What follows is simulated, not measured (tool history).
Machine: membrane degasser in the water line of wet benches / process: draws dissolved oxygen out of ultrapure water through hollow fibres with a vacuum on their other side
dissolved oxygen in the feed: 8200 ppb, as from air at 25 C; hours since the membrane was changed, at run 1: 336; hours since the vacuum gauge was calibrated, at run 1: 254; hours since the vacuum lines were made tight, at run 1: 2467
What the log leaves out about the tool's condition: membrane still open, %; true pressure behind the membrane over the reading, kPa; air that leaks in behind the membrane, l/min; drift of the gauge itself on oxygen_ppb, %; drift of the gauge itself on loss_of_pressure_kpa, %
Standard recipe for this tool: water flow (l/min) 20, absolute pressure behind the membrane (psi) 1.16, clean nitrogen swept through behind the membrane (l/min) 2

run,hour,water flow (l/min),absolute pressure behind the membrane (psi),clean nitrogen swept through behind the membrane (l/min),hours since the membrane was changed,hours since the vacuum gauge was calibrated,hours since the vacuum lines were made tight,dissolved oxygen in the water behind the degasser (ppb),pressure that the water loses in the fibres (psi)
1,0,20,1.16,2,336,254,2467,193,6.121
2,20.3,20,1.16,2,356,274,2488,195.2,6.099
3,53.2,20,1.16,2,389,307,2521,195.8,6.168
4,100.2,20,1.16,2,436,354,2568,199.6,6.09
5,126.8,20,1.16,2,463,380,2594,200.6,6.118
6,151.2,20,1.16,2,487,405,2619,198.6,6.134
7,179.2,20,1.16,1.24,515,433,2647,257.5,6.109
8,218.2,20,1.16,1.7,554,472,2686,218.8,6.108
9,242.5,20,1.16,1.17,579,496,2710,269.2,6.108
10,270.1,20,1.16,1.17,606,524,2737,270.8,6.134
11,312,20,1.16,1.17,648,566,2779,263.8,6.151
12,356.6,20,1.16,1.17,693,610,2824,267.8,6.151
13,377.8,13,1.16,2,714,631,2845,108.2,4.02
14,409.4,13,1.16,2,746,663,2877,108.6,3.993
15,443.5,15,1.16,2,780,697,2911,130.7,4.624
16,488.2,15,1.16,2,824,742,2956,135.6,4.605
17,522.4,14,0.806,1.18,859,776,2990,106.9,4.274
18,545.9,23,1.327,2.49,882,800,3013,240.3,7.143
19,574.6,23,1.327,2.49,911,828,3042,246.1,7.065
20,605.2,20,0.972,2.63,941,859,3073,148.4,6.163
21,650,20,0.972,2.63,986,904,3117,153.6,6.163
22,689.5,20,2.068,0.81,1026,943,3157,638.4,6.147
23,726.6,20,1.872,1.28,1063,980,3194,422.6,6.179
24,773.2,20,1.872,1.28,1109,1027,3241,423.5,6.139
25,813.5,18,1.791,2.58,1150,1067,3281,222.1,5.514
26,851.9,13,1.791,3.84,1188,1106,3319,110.1,4.026
27,872,20,0.914,3.58,1208,1126,3339,132.4,6.128
28,911.5,20,0.914,3.58,1248,1165,3379,130.3,6.147
29,945.2,20,0.914,3.58,1281,1199,3413,132,6.154

Forecast each of these 4 alternatives for the next run:
A,986.6,20,1.16,4.77,1323,1240,3454,?,?
B,986.6,16,0.914,3.58,1323,1240,3454,?,?
C,986.6,16,0.914,3.45,1323,1240,3454,?,?
D,986.6,20,1.197,2,1323,1240,3454,?,?

run,dissolved oxygen in the water behind the degasser (ppb),pressure that the water loses in the fibres (psi)
A,141.5,6.179
B,90.2,4.968
C,91,4.933
D,206.5,6.176
Had the tool no hidden state, the same runs would have come out as:
run,dissolved oxygen in the water behind the degasser (ppb),pressure that the water loses in the fibres (psi)
A,134.9,6.099
B,85.5,4.902
C,86.2,4.869
D,198.7,6.094
